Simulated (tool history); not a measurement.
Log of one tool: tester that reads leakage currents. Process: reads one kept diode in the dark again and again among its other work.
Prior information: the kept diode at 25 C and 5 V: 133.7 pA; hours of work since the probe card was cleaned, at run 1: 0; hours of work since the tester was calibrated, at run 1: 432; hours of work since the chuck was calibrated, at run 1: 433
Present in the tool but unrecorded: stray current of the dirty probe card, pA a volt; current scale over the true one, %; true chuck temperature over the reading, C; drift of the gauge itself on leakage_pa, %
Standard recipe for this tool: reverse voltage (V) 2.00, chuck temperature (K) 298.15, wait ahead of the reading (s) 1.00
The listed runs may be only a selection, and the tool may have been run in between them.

run,day,reverse voltage (V),chuck temperature (K),wait ahead of the reading (s),hours of work since the probe card was cleaned,hours of work since the tester was calibrated,hours of work since the chuck was calibrated,current that the tester gives (pA)
1,0.000,2.00,298.15,1.00,0,432,433,90.47
2,2.825,2.00,298.15,1.00,51,482,484,91.27
3,7.879,2.00,298.15,1.00,142,573,575,92.98
4,12.142,2.00,298.15,1.00,218,650,652,94.55
5,14.904,2.00,298.15,1.00,268,699,701,95.67
# day 15.679: chuck's temperature calibrated
6,18.950,2.00,298.15,1.00,339,771,59,85.31
7,22.833,2.85,323.15,1.00,409,840,129,571.15
8,26.204,2.85,323.15,1.00,469,901,189,580.44
9,30.404,2.85,323.15,1.00,545,976,265,586.16
10,33.204,5.39,293.15,3.09,595,1027,315,103.86
11,38.275,2.00,299.15,0.81,686,1118,406,98.42

Below are 3 alternative next runs, each starting from the tool's condition after run 11. Predict each:
A,40.592,14.35,327.15,1.02,728,1160,448,?
B,40.592,6.98,294.15,0.63,728,1160,448,?
C,40.592,1.23,299.15,0.81,728,1160,448,?

run,current that the tester gives (pA)
A,1791.25
B,135.43
C,76.46
Without the tool's unlogged condition, the same runs would have read:
run,current that the tester gives (pA)
A,1668.60
B,121.45
C,69.95
